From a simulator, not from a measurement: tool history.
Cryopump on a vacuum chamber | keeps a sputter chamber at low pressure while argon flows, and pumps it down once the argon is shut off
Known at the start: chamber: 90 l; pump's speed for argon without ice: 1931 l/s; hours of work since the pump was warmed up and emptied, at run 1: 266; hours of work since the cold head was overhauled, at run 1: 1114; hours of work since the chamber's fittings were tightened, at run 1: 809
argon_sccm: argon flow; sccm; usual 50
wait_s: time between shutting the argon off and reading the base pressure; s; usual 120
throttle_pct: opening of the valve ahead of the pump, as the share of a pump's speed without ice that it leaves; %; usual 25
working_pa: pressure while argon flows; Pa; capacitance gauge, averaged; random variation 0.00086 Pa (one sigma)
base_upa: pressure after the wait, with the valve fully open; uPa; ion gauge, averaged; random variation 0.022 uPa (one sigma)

run,hour,argon_sccm,wait_s,throttle_pct,hours of work since the pump was warmed up and emptied,hours of work since the cold head was overhauled,hours of work since the chamber's fittings were tightened,working_pa,base_upa
1,0.0,50,120,25,266,1114,809,0.1767,1.74
2,44.7,60,120,25,304,1152,848,0.2146,1.86
3,79.1,60,120,25,334,1182,877,0.2142,1.94
4,116.7,60,120,25,366,1214,910,0.2178,1.92
5,147.6,50,120,25,393,1241,936,0.1793,2.03
6,178.3,50,120,25,419,1267,963,0.1802,1.98
7,202.9,69,120,25,441,1288,984,0.2482,2.07
8,253.1,69,120,25,484,1332,1027,0.2503,2.12
9,300.6,50,133,25,525,1373,1068,0.1816,2.23
10,324.6,22,120,25,546,1393,1089,0.0799,2.21
11,355.9,50,120,25,573,1420,1116,0.1830,2.28
12,386.7,50,120,25,599,1447,1142,0.1824,2.42
13,427.7,50,120,25,634,1482,1178,0.1834,2.41
14,451.3,50,120,25,655,1502,1198,0.1850,2.47
15,492.6,50,245,25,690,1538,1234,0.1854,2.35
16,532.2,50,120,25,724,1572,1268,0.1835,2.65
17,573.3,50,120,25,760,1607,1303,0.1846,2.68
18,608.8,34,120,24,790,1638,1334,0.1315,2.79
# hour 617.5: leaking fittings of the chamber tightened, without venting
# hour 653.3: pump warmed up, emptied and cooled again
19,666.9,89,120,24,12,1682,38,0.3249,0.63
20,711.7,23,23,21,50,1721,77,0.0964,2.44
21,748.4,87,71,42,82,1752,108,0.1836,1.02
22,790.9,69,108,21,119,1789,145,0.2902,0.82
23,835.8,47,108,41,157,1828,184,0.1021,0.89
24,874.2,21,70,26,190,1861,217,0.0723,1.16
25,899.0,56,291,24,212,1882,238,0.2078,0.67
26,928.9,56,291,24,237,1908,264,0.2087,0.70
27,952.5,56,291,24,258,1928,284,0.2090,0.74
28,990.2,88,47,31,290,1961,317,0.2545,1.61
29,1019.5,26,50,22,315,1986,342,0.1059,1.63
30,1060.8,50,184,22,351,2022,378,0.2039,0.98
31,1110.7,50,184,22,394,2064,421,0.2033,1.03
32,1144.2,50,65,19,423,2093,450,0.2370,1.55
33,1195.8,50,65,38,467,2138,494,0.1203,1.63
34,1226.9,86,73,33,494,2165,521,0.2386,1.59

How the hidden state differs across the entries between the runs, from the last listed run before each to the first after it:
Between runs 18 and 19: leaking fittings of the chamber tightened, without venting (hour 617.5); pump warmed up, emptied and cooled again (hour 653.3)
  pump's speed, % of a pump's without ice: 83.3 -> 99.4; cold plate's temperature, K: 12.96 -> 12.99; leak into the chamber, uPa l/s: 3725 -> 416
  measured less the result without the state, working_pa: +0.0067 -> +0.0020 Pa; base_upa: +2.24 -> +0.06 uPa
